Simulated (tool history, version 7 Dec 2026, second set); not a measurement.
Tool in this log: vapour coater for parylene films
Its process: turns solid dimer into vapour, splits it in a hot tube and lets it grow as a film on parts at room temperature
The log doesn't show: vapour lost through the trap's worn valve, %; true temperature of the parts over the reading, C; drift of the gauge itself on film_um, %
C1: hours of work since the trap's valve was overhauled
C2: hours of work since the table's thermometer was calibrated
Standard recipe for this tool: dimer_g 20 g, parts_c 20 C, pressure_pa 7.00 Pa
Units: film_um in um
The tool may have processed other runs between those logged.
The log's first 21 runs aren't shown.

Run 22, day 14.325: usual settings but dimer_g 10 g; C1 127; C2 448. Result: film_um 4.89 um.
Run 23, day 14.800: usual settings but parts_c 15 C, pressure_pa 2.85 Pa; C1 134; C2 455. Result: film_um 14.81 um.
Run 24, day 15.592: usual settings but dimer_g 12 g, parts_c 18 C, pressure_pa 5.51 Pa; C1 146; C2 467. Result: film_um 6.83 um.
Run 25, day 16.079: usual settings but dimer_g 9 g, parts_c 25 C, pressure_pa 5.68 Pa; C1 154; C2 474. Result: film_um 3.66 um.
Run 26, day 17.000: usual settings but dimer_g 13 g, parts_c 21 C, pressure_pa 3.96 Pa; C1 167; C2 488. Result: film_um 6.81 um.
Run 27, day 17.525: usual settings but dimer_g 28 g, parts_c 22 C; C1 175; C2 496. Result: film_um 12.51 um.
Run 28, day 17.962: usual settings but dimer_g 13 g, parts_c 22 C; C1 182; C2 502. Result: film_um 5.82 um.
Run 29, day 18.521: usual settings but dimer_g 13 g, parts_c 22 C; C1 190; C2 510. Result: film_um 5.81 um.
Run 30, day 18.954: usual settings but dimer_g 32 g, pressure_pa 10.34 Pa; C1 197; C2 517. Result: film_um 14.60 um.
Run 31, day 19.608: usual settings but dimer_g 32 g, pressure_pa 10.34 Pa; C1 206; C2 527. Result: film_um 14.62 um.
Run 32, day 20.196: usual settings but pressure_pa 2.47 Pa; C1 215; C2 536. Result: film_um 12.29 um.
Run 33, day 21.254: usual settings but dimer_g 11 g, parts_c 26 C, pressure_pa 8.12 Pa; C1 231; C2 551. Result: film_um 3.91 um.
Run 34, day 22.225: usual settings but dimer_g 11 g, parts_c 26 C, pressure_pa 8.12 Pa; C1 246; C2 566. Result: film_um 3.94 um.
Run 35, day 22.954: usual settings but dimer_g 33 g, parts_c 14 C, pressure_pa 8.11 Pa; C1 257; C2 577. Result: film_um 21.00 um.
Run 36, day 23.679: usual settings but dimer_g 33 g, parts_c 24 C, pressure_pa 8.11 Pa; C1 268; C2 588. Result: film_um 12.96 um.
Run 37, day 24.592: usual settings but dimer_g 33 g, parts_c 28 C, pressure_pa 8.11 Pa; C1 281; C2 602. Result: film_um 10.62 um.
Run 38, day 25.362: usual settings but dimer_g 8 g, parts_c 31 C, pressure_pa 3.28 Pa; C1 293; C2 613. Result: film_um 2.67 um.
Run 39, day 26.046: usual settings but dimer_g 31 g, parts_c 19 C, pressure_pa 7.36 Pa; C1 303; C2 623. Result: film_um 15.77 um.
Run 40, day 27.071: usual settings but dimer_g 31 g, parts_c 19 C, pressure_pa 7.36 Pa; C1 318; C2 639. Result: film_um 15.50 um.
Run 41, day 27.762: usual settings but dimer_g 21 g, parts_c 23 C, pressure_pa 7.28 Pa; C1 329; C2 649. Result: film_um 8.84 um.
Run 42, day 28.542: usual settings but dimer_g 21 g, parts_c 23 C, pressure_pa 7.28 Pa; C1 340; C2 661. Result: film_um 8.74 um.
Run 43, day 29.529: usual settings but dimer_g 9 g, parts_c 13 C, pressure_pa 7.28 Pa; C1 355; C2 676. Result: film_um 6.20 um.

Each row is a separate what-if for the run after 43, all from the same tool condition, not one after another. Results?
Run A, day 30.058: usual settings but dimer_g 11 g, parts_c 14 C, pressure_pa 7.66 Pa; C1 363; C2 684. Result: film_um ?.
Run B, day 30.058: usual settings but dimer_g 22 g, parts_c 13 C, pressure_pa 7.28 Pa; C1 363; C2 684. Result: film_um ?.
Run C, day 30.058: usual settings but dimer_g 28 g, parts_c 18 C, pressure_pa 6.53 Pa; C1 363; C2 684. Result: film_um ?.
Run D, day 30.058: usual settings but dimer_g 9 g, parts_c 13 C, pressure_pa 2.22 Pa; C1 363; C2 684. Result: film_um ?.

run  film_um
  A     7.10
  B    15.02
  C    15.20
  D     6.66
The same runs, with their run-to-run variation unchanged, on a tool lacking any hidden condition would have given:
run  film_um
  A     7.14
  B    15.09
  C    15.28
  D     6.68
